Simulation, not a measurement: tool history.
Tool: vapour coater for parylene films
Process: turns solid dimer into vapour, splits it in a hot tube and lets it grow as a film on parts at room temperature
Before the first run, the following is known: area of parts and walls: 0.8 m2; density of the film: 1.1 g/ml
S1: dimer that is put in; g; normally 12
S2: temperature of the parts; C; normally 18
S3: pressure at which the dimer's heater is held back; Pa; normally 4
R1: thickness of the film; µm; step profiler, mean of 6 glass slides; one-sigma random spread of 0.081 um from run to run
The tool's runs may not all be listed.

{"run": 1, "day": 0.0, "S1": 12, "S2": 18, "S3": 4, "R1": 9.49}
{"run": 2, "day": 0.592, "S1": 12, "S2": 18, "S3": 4, "R1": 9.48}
{"run": 3, "day": 1.454, "S1": 12, "S2": 18, "S3": 4, "R1": 9.58}
{"run": 4, "day": 2.271, "S1": 12, "S2": 18, "S3": 4, "R1": 9.47}
{"run": 5, "day": 2.738, "S1": 12, "S2": 19, "S3": 4, "R1": 9.24}
{"run": 6, "day": 3.358, "S1": 12, "S2": 19, "S3": 4, "R1": 9.27}
{"run": 7, "day": 4.188, "S1": 12, "S2": 18, "S3": 4, "R1": 9.57}
{"run": 8, "day": 4.788, "S1": 12, "S2": 18, "S3": 4, "R1": 9.39}
{"run": 9, "day": 5.208, "S1": 12, "S2": 18, "S3": 4, "R1": 9.5}
{"run": 10, "day": 6.046, "S1": 6, "S2": 18, "S3": 4, "R1": 4.73}
{"run": 11, "day": 6.833, "S1": 6, "S2": 18, "S3": 4, "R1": 4.74}
{"run": 12, "day": 7.546, "S1": 6, "S2": 18, "S3": 4, "R1": 4.75}
{"run": 13, "day": 8.338, "S1": 6, "S2": 18, "S3": 4, "R1": 4.71}
{"run": 14, "day": 8.954, "S1": 12, "S2": 15, "S3": 4, "R1": 10.13}
{"run": 15, "day": 9.354, "S1": 12, "S2": 18, "S3": 6.2, "R1": 8.82}
{"run": 16, "day": 9.958, "S1": 12, "S2": 18, "S3": 6.2, "R1": 8.83}
{"run": 17, "day": 10.75, "S1": 12, "S2": 17, "S3": 4, "R1": 9.53}
{"run": 18, "day": 11.246, "S1": 12, "S2": 17, "S3": 4, "R1": 9.61}
{"run": 19, "day": 11.792, "S1": 12, "S2": 18, "S3": 4, "R1": 9.22}
{"run": 20, "day": 12.15, "S1": 12, "S2": 18, "S3": 4, "R1": 9.42}
{"run": 21, "day": 12.838, "S1": 12, "S2": 18, "S3": 2.93, "R1": 9.7}
{"run": 22, "day": 13.271, "S1": 12, "S2": 18, "S3": 2.93, "R1": 9.77}
{"run": 23, "day": 13.767, "S1": 5, "S2": 28, "S3": 7.87, "R1": 2.73}
{"run": 24, "day": 14.3, "S1": 5, "S2": 28, "S3": 7.87, "R1": 2.71}
{"run": 25, "day": 15.067, "S1": 5, "S2": 28, "S3": 7.87, "R1": 2.77}
{"run": 26, "day": 15.462, "S1": 12, "S2": 11, "S3": 10.66, "R1": 9.78}
{"run": 27, "day": 16.283, "S1": 7, "S2": 10, "S3": 10.66, "R1": 5.76}
{"run": 28, "day": 16.833, "S1": 20, "S2": 23, "S3": 9.8, "R1": 11.79}
{"run": 29, "day": 17.325, "S1": 20, "S2": 23, "S3": 9.8, "R1": 11.91}
{"run": 30, "day": 18.204, "S1": 19, "S2": 13, "S3": 5.79, "R1": 15.64}
{"day": 18.421, "done": "trap's valve overhauled"}
{"run": 31, "day": 19.254, "S1": 12, "S2": 11, "S3": 10.3, "R1": 9.05}
{"run": 32, "day": 19.904, "S1": 12, "S2": 11, "S3": 10.3, "R1": 9.09}
{"day": 20.504, "done": "trap's valve overhauled, once more"}
{"run": 33, "day": 20.825, "S1": 6, "S2": 13, "S3": 10.3, "R1": 4.86}
{"run": 34, "day": 21.342, "S1": 6, "S2": 13, "S3": 10.3, "R1": 4.83}

Run 35 has not been measured yet. What should we expect?
{"run": 35, "day": 21.938, "S1": 11, "S2": 18, "S3": 5.59, "R1": "?"}

Run 35 gave R1 8.67 µm.
If the tool had no hidden condition, the same run with the same run-to-run variation would have returned R1 8.64 µm.
